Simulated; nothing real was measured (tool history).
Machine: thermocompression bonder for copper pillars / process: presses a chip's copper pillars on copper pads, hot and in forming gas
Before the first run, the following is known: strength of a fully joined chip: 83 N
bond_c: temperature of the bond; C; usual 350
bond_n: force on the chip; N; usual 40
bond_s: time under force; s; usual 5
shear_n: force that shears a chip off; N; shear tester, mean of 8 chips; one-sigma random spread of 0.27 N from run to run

Run 1, hour 0.0: usual settings. Result: shear_n 56.8 N.
Run 2, hour 26.3: usual settings but bond_c 368 C. Result: shear_n 61.9 N.
Run 3, hour 60.9: usual settings but bond_c 368 C. Result: shear_n 61.5 N.
Run 4, hour 94.3: usual settings. Result: shear_n 55.6 N.
Run 5, hour 132.3: usual settings. Result: shear_n 55.5 N.
Run 6, hour 165.1: usual settings. Result: shear_n 55.2 N.
Run 7, hour 205.0: usual settings. Result: shear_n 55.6 N.
Run 8, hour 248.8: usual settings but bond_n 42 N. Result: shear_n 56.6 N.
Run 9, hour 271.6: usual settings but bond_n 42 N. Result: shear_n 56.1 N.
At hour 301.9: forming gas filter changed.
Run 10, hour 317.6: usual settings but bond_n 42 N, bond_s 6 s. Result: shear_n 61.5 N.
Run 11, hour 346.8: usual settings but bond_c 351 C, bond_n 31 N. Result: shear_n 50.8 N.
Run 12, hour 390.1: usual settings but bond_s 9 s. Result: shear_n 64.8 N.
Run 13, hour 424.3: usual settings but bond_n 35 N. Result: shear_n 53.0 N.
Run 14, hour 445.2: usual settings but bond_c 339 C, bond_n 49 N. Result: shear_n 58.3 N.
Run 15, hour 468.4: usual settings but bond_c 321 C, bond_n 31 N, bond_s 6 s. Result: shear_n 42.4 N.
Run 16, hour 510.1: usual settings but bond_c 321 C, bond_n 31 N, bond_s 6 s. Result: shear_n 42.4 N.
Run 17, hour 547.9: usual settings but bond_c 321 C, bond_n 31 N, bond_s 6 s. Result: shear_n 42.0 N.
At hour 574.3: force cell calibrated.
Run 18, hour 577.5: usual settings but bond_c 332 C, bond_n 41 N, bond_s 3 s. Result: shear_n 40.6 N.

Predict each of these 3 candidate next runs independently; none follows another, all start after run 18:
Run A, hour 602.3: usual settings but bond_c 371 C, bond_n 59 N. Result: shear_n ?.
Run B, hour 602.3: usual settings but bond_n 31 N, bond_s 3 s. Result: shear_n ?.
Run C, hour 602.3: usual settings but bond_c 332 C, bond_n 41 N, bond_s 9 s. Result: shear_n ?.

run  shear_n
  A     69.5
  B     39.8
  C     56.6
Take away the tool's hidden state, keep each run's random variation, and the runs would have read:
run  shear_n
  A     72.9
  B     43.3
  C     60.7

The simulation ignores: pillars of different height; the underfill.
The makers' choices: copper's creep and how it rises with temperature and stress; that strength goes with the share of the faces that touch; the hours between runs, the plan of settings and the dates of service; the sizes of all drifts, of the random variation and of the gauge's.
